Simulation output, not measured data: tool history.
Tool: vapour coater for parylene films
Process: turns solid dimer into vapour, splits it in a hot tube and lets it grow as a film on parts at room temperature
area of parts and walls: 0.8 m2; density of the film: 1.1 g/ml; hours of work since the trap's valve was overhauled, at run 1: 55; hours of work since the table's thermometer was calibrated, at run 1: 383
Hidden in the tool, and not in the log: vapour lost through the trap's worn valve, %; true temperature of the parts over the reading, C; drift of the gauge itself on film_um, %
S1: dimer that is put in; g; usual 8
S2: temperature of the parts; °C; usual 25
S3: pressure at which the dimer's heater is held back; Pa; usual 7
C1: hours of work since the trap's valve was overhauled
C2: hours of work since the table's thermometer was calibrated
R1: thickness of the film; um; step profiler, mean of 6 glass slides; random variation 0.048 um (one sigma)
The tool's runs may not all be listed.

run,hour,S1,S2,S3,C1,C2,R1
1,0,8,25,7,55,383,6.34
2,20.8,8,25,7,70,398,6.36
3,37.7,8,25,7,83,410,6.32
4,67.7,8,25,7,105,433,6.23
5,81.3,14,25,7,115,443,10.99
6,103.6,14,25,7,131,459,10.98
7,120.3,14,25,10.46,144,471,10.22
8,148.4,8,19,7,164,492,8.18
9,172.3,8,19,7,182,510,8.19
10,193.4,8,19,7,198,525,8.13
11,216.7,8,25,7,215,543,6.05
12,249.6,8,25,7,239,567,6.02
13,274.2,8,25,7,257,585,5.99
# hour 281: trap's valve overhauled
14,294.8,8,19,4.96,10,597,7.75
15,327.5,8,30,3.16,34,621,4.92
16,348.8,4,31,9.58,50,637,2.01
17,374.3,4,31,9.58,69,656,1.97
# hour 398.8: trap's valve overhauled, once more
18,399.4,12,34,5.57,0,672,6.56
19,430.5,12,34,2.01,23,694,7.44
20,447.7,5,34,9.9,36,707,2.47
21,465.6,8,19,2.4,49,720,8.75
22,484.7,8,19,4.08,63,735,8.71
23,506.6,8,19,4.08,80,751,8.52

3 ways to go on from here, each from the tool as it stands after run 23. What would each give?
A,522.5,8,25,2.96,91,762,?
B,522.5,8,18,7,91,762,?
C,522.5,3,25,7,91,762,?

run,R1
A,7.13
B,8.6
C,2.35
Without the tool's hidden state the same runs would have given:
run,R1
A,7.25
B,8.88
C,2.39
